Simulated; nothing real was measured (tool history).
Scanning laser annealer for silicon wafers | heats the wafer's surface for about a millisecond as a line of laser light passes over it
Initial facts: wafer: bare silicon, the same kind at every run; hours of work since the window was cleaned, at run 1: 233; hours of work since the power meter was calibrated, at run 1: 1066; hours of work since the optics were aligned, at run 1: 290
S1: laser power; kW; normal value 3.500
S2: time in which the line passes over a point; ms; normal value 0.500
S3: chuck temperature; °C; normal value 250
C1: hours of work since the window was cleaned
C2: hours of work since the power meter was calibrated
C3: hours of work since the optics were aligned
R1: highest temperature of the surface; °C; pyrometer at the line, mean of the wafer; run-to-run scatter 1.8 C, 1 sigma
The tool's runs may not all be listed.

run	hour	S1	S2	S3	C1	C2	C3	R1
1	0.0	3.500	0.500	250	233	1066	290	1035
2	82.3	3.500	0.500	250	268	1101	326	1035
3	134.1	3.500	0.500	250	291	1123	348	1032
4	174.4	3.364	0.500	250	308	1140	365	995
5	222.5	3.364	0.500	250	328	1161	386	989
6	280.4	3.675	0.500	250	353	1186	410	1072
7	330.7	3.675	0.500	250	375	1207	432	1066
8	374.1	3.500	0.500	250	393	1226	451	1023
9	419.3	3.500	0.500	250	413	1245	470	1017
10	488.9	3.500	0.469	250	443	1275	500	992
11	570.8	3.500	0.469	250	478	1310	535	986
12	610.0	3.500	0.469	250	494	1327	552	984
13	686.5	3.500	0.469	250	527	1360	584	978
# hour 696.3: window over the wafer cleaned
14	747.4	3.641	0.500	250	22	1385	610	1089
15	795.6	3.641	0.500	250	43	1406	630	1091
16	877.4	3.641	0.500	250	78	1441	665	1087
17	941.1	3.641	0.497	250	105	1468	693	1078
18	980.0	3.500	0.500	250	122	1485	709	1047
19	1034.2	3.500	0.500	250	145	1508	732	1044
20	1103.0	3.500	0.500	250	174	1537	762	1041
21	1178.0	3.500	0.500	286	206	1570	794	1071
22	1256.9	3.500	0.357	218	240	1603	828	862
23	1324.9	3.500	0.371	233	269	1632	857	888
24	1402.4	3.500	0.371	233	302	1666	890	886
25	1438.2	3.011	0.371	233	318	1681	906	779
26	1503.6	3.500	0.500	268	346	1709	934	1041
27	1583.4	3.500	0.484	261	380	1743	968	1012
28	1628.7	3.500	0.601	261	399	1763	987	1115
29	1698.4	3.500	0.601	261	429	1792	1017	1111
30	1769.1	3.663	0.500	250	460	1823	1047	1057
31	1836.4	3.343	0.408	220	488	1852	1076	860
32	1883.1	3.500	0.378	232	508	1872	1096	872
33	1921.0	3.614	0.391	250	525	1888	1112	928
# hour 1936.4: window over the wafer cleaned
34	1980.7	3.500	0.377	250	19	1913	1137	929
35	2064.2	3.500	0.377	218	55	1948	1173	896
# hour 2093.1: optics aligned, line set to its width
36	2136.3	3.500	0.377	218	84	1977	19	899
37	2205.7	3.247	0.443	218	113	2007	48	900
38	2269.3	3.575	0.482	279	141	2034	76	1081
39	2354.8	3.633	0.530	227	177	2071	112	1090
40	2421.0	3.633	0.530	227	205	2099	140	1085

Take each entry between the runs: how does the hidden state at the last listed run before it differ from the hidden state at the first listed run after it?
From run 13 to run 14: window over the wafer cleaned (hour 696.3)
  light that passes the window, % of a clean one's: 94.49 -> 99.54; laser's true power over the reading, %: 1.04 -> 1.06; width of the line over the set one, %: 1.15 -> 1.2
  difference, measured minus the result without the unlogged condition, R1: -46 -> +0 °C
From run 33 to run 34: window over the wafer cleaned (hour 1936.4)
  light that passes the window, % of a clean one's: 94.38 -> 99.36; laser's true power over the reading, %: 1.41 -> 1.42; width of the line over the set one, %: 2.22 -> 2.27
  difference, measured minus the result without the unlogged condition, R1: -45 -> -2 °C
From run 35 to run 36: optics aligned, line set to its width (hour 2093.1)
  light that passes the window, % of a clean one's: 98.96 -> 98.65; laser's true power over the reading, %: 1.45 -> 1.47; width of the line over the set one, %: 2.35 -> 0.27
  difference, measured minus the result without the unlogged condition, R1: -6 -> +0 °C
